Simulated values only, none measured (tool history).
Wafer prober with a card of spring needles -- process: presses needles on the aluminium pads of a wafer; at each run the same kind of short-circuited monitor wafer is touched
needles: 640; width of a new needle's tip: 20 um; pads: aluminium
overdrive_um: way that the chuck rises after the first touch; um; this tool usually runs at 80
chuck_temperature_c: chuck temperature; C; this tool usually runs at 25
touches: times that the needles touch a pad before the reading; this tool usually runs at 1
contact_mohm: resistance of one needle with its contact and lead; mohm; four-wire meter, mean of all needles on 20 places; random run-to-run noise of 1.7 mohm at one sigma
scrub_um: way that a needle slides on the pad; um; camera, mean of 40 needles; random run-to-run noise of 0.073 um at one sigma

Run 1, day 0.000: usual settings. Result: contact_mohm 185 mohm, scrub_um 10.67 um.
At day 0.317: tips cleaned on abrasive film.
At day 0.812: tips cleaned on abrasive film.
Run 2, day 0.812: usual settings. Result: contact_mohm 167 mohm, scrub_um 10.52 um.
At day 1.308: tips cleaned on abrasive film.
At day 1.783: tips cleaned on abrasive film.
At day 2.275: tips cleaned on abrasive film.
Run 3, day 2.446: usual settings but touches 2. Result: contact_mohm 182 mohm, scrub_um 10.59 um.
At day 2.754: tips cleaned on abrasive film.
At day 3.242: tips cleaned on abrasive film.
At day 3.717: tips cleaned on abrasive film.
Run 4, day 3.808: usual settings but chuck_temperature_c 75 C. Result: contact_mohm 189 mohm, scrub_um 10.52 um.
At day 4.183: tips cleaned on abrasive film.
At day 4.683: tips cleaned on abrasive film.
Run 5, day 4.988: usual settings but chuck_temperature_c 75 C. Result: contact_mohm 214 mohm, scrub_um 10.48 um.
At day 5.200: tips cleaned on abrasive film.
At day 5.696: tips cleaned on abrasive film.
Run 6, day 5.754: usual settings but chuck_temperature_c 75 C. Result: contact_mohm 191 mohm, scrub_um 10.48 um.
At day 6.175: tips cleaned on abrasive film.
Run 7, day 6.575: usual settings but overdrive_um 73 um, chuck_temperature_c 75 C. Result: contact_mohm 229 mohm, scrub_um 9.55 um.
At day 6.658: tips cleaned on abrasive film.
At day 7.142: tips cleaned on abrasive film.
Run 8, day 7.483: usual settings. Result: contact_mohm 213 mohm, scrub_um 10.59 um.
At day 7.571: tips cleaned on abrasive film.
At day 8.012: tips cleaned on abrasive film.
At day 8.508: tips cleaned on abrasive film.
At day 8.929: tips cleaned on abrasive film.
Run 9, day 8.929: usual settings. Result: contact_mohm 165 mohm, scrub_um 10.34 um.
At day 9.446: tips cleaned on abrasive film.
At day 9.962: tips cleaned on abrasive film.
Run 10, day 10.312: usual settings. Result: contact_mohm 216 mohm, scrub_um 10.44 um.
At day 10.421: tips cleaned on abrasive film.
At day 10.888: tips cleaned on abrasive film.
At day 11.388: tips cleaned on abrasive film.
Run 11, day 11.388: usual settings. Result: contact_mohm 171 mohm, scrub_um 10.26 um.
At day 11.829: tips cleaned on abrasive film.
At day 12.279: tips cleaned on abrasive film.
At day 12.704: tips cleaned on abrasive film.
Run 12, day 12.704: usual settings. Result: contact_mohm 168 mohm, scrub_um 10.34 um.
At day 13.008: height of the first contact set anew.
At day 13.221: tips cleaned on abrasive film.
At day 13.692: tips cleaned on abrasive film.
At day 14.154: tips cleaned on abrasive film.
Run 13, day 14.154: usual settings. Result: contact_mohm 171 mohm, scrub_um 10.75 um.
At day 14.608: tips cleaned on abrasive film.
Run 14, day 14.867: usual settings. Result: contact_mohm 202 mohm, scrub_um 10.78 um.
At day 15.079: tips cleaned on abrasive film.
At day 15.579: tips cleaned on abrasive film.
At day 16.038: tips cleaned on abrasive film.
Run 15, day 16.038: usual settings. Result: contact_mohm 172 mohm, scrub_um 10.80 um.
At day 16.554: tips cleaned on abrasive film.
At day 17.050: tips cleaned on abrasive film.
At day 17.517: tips cleaned on abrasive film.
Run 16, day 17.517: usual settings. Result: contact_mohm 167 mohm, scrub_um 10.69 um.
At day 18.042: tips cleaned on abrasive film.
Run 17, day 18.271: usual settings but overdrive_um 93 um, chuck_temperature_c 93 C. Result: contact_mohm 203 mohm, scrub_um 12.36 um.
At day 18.475: tips cleaned on abrasive film.
At day 18.983: tips cleaned on abrasive film.
At day 19.438: tips cleaned on abrasive film.
Run 18, day 19.654: usual settings but touches 2. Result: contact_mohm 191 mohm, scrub_um 10.64 um.
At day 19.908: tips cleaned on abrasive film.
At day 20.383: tips cleaned on abrasive film.
Run 19, day 20.383: usual settings but chuck_temperature_c 38 C. Result: contact_mohm 171 mohm, scrub_um 10.63 um.
At day 20.883: tips cleaned on abrasive film.
At day 21.408: tips cleaned on abrasive film.
Run 20, day 21.812: usual settings but overdrive_um 99 um, chuck_temperature_c 40 C, touches 2. Result: contact_mohm 189 mohm, scrub_um 13.28 um.
At day 21.921: tips cleaned on abrasive film.
At day 22.354: tips cleaned on abrasive film.
Run 21, day 22.646: usual settings but overdrive_um 70 um, chuck_temperature_c 79 C, touches 2. Result: contact_mohm 213 mohm, scrub_um 9.03 um.
At day 22.858: tips cleaned on abrasive film.
At day 23.312: tips cleaned on abrasive film.
At day 23.750: tips cleaned on abrasive film.
Run 22, day 24.117: usual settings but overdrive_um 67 um, chuck_temperature_c 58 C. Result: contact_mohm 239 mohm, scrub_um 8.77 um.
At day 24.208: tips cleaned on abrasive film.
At day 24.688: tips cleaned on abrasive film.
At day 25.179: tips cleaned on abrasive film.
Run 23, day 25.354: usual settings but overdrive_um 67 um, chuck_temperature_c 58 C. Result: contact_mohm 207 mohm, scrub_um 8.74 um.
At day 25.638: tips cleaned on abrasive film.
At day 26.104: tips cleaned on abrasive film.
Run 24, day 26.483: usual settings but overdrive_um 85 um, chuck_temperature_c 34 C. Result: contact_mohm 217 mohm, scrub_um 11.14 um.
At day 26.592: tips cleaned on abrasive film.
At day 27.092: tips cleaned on abrasive film.
Run 25, day 27.412: usual settings but overdrive_um 85 um, chuck_temperature_c 34 C. Result: contact_mohm 204 mohm, scrub_um 11.03 um.
At day 27.521: tips cleaned on abrasive film.
At day 28.042: tips cleaned on abrasive film.
Run 26, day 28.146: usual settings but touches 3. Result: contact_mohm 172 mohm, scrub_um 10.41 um.
At day 28.533: tips cleaned on abrasive film.
At day 29.025: tips cleaned on abrasive film.
Run 27, day 29.279: usual settings but touches 3. Result: contact_mohm 179 mohm, scrub_um 10.37 um.
At day 29.492: tips cleaned on abrasive film.
At day 29.975: tips cleaned on abrasive film.
Run 28, day 30.367: usual settings but touches 3. Result: contact_mohm 186 mohm, scrub_um 10.43 um.
At day 30.475: tips cleaned on abrasive film.
At day 30.954: tips cleaned on abrasive film.
Run 29, day 31.083: usual settings but overdrive_um 62 um. Result: contact_mohm 204 mohm, scrub_um 8.03 um.

Consider 3 possible next runs. They are alternatives, not a sequence: every one starts from the tool as it was left by run 29. What does each give?
At day 31.379: tips cleaned on abrasive film.
At day 31.842: tips cleaned on abrasive film.
At day 32.333: tips cleaned on abrasive film.
Run A, day 32.642: usual settings but overdrive_um 99 um, chuck_temperature_c 86 C. Result: contact_mohm ?, scrub_um ?.
At day 31.379: tips cleaned on abrasive film.
At day 31.842: tips cleaned on abrasive film.
At day 32.333: tips cleaned on abrasive film.
Run B, day 32.642: usual settings but overdrive_um 100 um. Result: contact_mohm ?, scrub_um ?.
At day 31.379: tips cleaned on abrasive film.
At day 31.842: tips cleaned on abrasive film.
At day 32.333: tips cleaned on abrasive film.
Run C, day 32.642: usual settings but overdrive_um 65 um, touches 2. Result: contact_mohm ?, scrub_um ?.

run  contact_mohm  scrub_um
  A           203     12.94
  B           195     13.14
  C           209      8.30
With the hidden condition removed and each run's random variation left untouched, the same runs would have given:
run  contact_mohm  scrub_um
  A           174     13.44
  B           164     13.65
  C           167      8.81
